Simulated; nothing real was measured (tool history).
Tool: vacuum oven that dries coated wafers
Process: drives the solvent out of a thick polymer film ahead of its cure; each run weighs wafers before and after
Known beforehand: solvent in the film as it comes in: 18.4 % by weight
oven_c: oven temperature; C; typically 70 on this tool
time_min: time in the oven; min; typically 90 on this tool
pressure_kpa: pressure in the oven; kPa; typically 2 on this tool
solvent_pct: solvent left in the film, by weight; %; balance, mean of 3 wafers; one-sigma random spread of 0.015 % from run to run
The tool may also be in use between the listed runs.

run     day  oven_c  time_min  pressure_kpa  solvent_pct
  1       0      70        90             2         1.77
  2     2.9      70        78             2         2.17
  3   5.383      70        78             2         2.16
  4     8.2      69        90             2         2.02
  5   9.633      70        90             2         1.75
  6  12.167      70        90             2         1.76
  7  14.033      70        90             2         1.75
  8  16.112      70        90          1.69         1.62
  9  17.671      70        90          1.49         1.54
 10    19.2      70        90          1.49         1.55
 11  22.038      69        90          1.49          1.8
 12  24.017      70       143             2          1.1
 13  25.896      70       118             2         1.28
 14  28.412      70        90          4.86         2.95
 15  29.812      75        90             2         0.96
 16  32.233      75        90           3.3         1.41
 17    34.4      75        90           3.3          1.4
 18  36.317      75        84           3.3         1.48
 19  39.112      75        84           3.3         1.47
 20  41.758      70        90             2         1.77
 21  44.588      70        90             2         1.87
 22  47.242      70        90             2         1.89
 23  48.838      70        90             2         1.88
 24    51.9      70        90             2         1.89
 25  54.408      83       107          4.25         1.17
 26  56.454      83       107          4.25         1.17
 27    59.3      83       107          4.25          1.2
 28  61.475      83       107          4.25         1.18
 29  64.108      79        79             2         0.82
 30  65.925      56        66             2         9.16
 31  67.979      56        66             2         9.22
 32  70.433      67        69          2.55          4.1
 33  73.146      55        90          1.09         7.81
 34  74.521      74        90          1.81         0.92
 35  77.404      60        90          5.27         7.08
 36  79.375      57       107          1.31         5.72
 37   81.75      70        90          7.44         3.91
 38  83.325      76        87          2.22          0.9
 39  84.962      70        90          1.63         1.56
 40  86.733      77        57          4.24         1.91
 41  88.488      77        57          4.24         1.91
 42  90.117      77        59          1.46         1.01
 43  92.238      58        95           6.3          8.4
 44  93.596      83        90          6.66          1.7
 45  95.438      83        90          6.66          1.7
 46    98.3      83        90          6.66         1.71
 47   99.95      83        90          6.66         1.67

Missing from the log above: 3 entries noted between runs. For each, name the pair of listed runs it sits between and say how the tool's hidden condition differs from the listed run just before to the listed run just after:
In the gap between runs 20 and 21: oven's thermocouples calibrated (day 44.192)
  true wafer temperature over the reading, C: 1.01 -> 0.39; true pressure over the reading, kPa: 0.312 -> 0.326
  measured less the result without the state, solvent_pct: -0.11 -> +0.03 %
In the gap between runs 31 and 32: vacuum gauge cleaned of residue and calibrated (day 68.271)
  true wafer temperature over the reading, C: 0.66 -> 0.69; true pressure over the reading, kPa: 0.452 -> 0.6
  measured less the result without the state, solvent_pct: -0.09 -> -0.04 %
In the gap between runs 33 and 34: vacuum gauge cleaned of residue and calibrated, once more (day 74.479)
  true wafer temperature over the reading, C: 0.72 -> 0.74; true pressure over the reading, kPa: 0.615 -> -0.005
  measured less the result without the state, solvent_pct: -0.03 -> -0.09 %

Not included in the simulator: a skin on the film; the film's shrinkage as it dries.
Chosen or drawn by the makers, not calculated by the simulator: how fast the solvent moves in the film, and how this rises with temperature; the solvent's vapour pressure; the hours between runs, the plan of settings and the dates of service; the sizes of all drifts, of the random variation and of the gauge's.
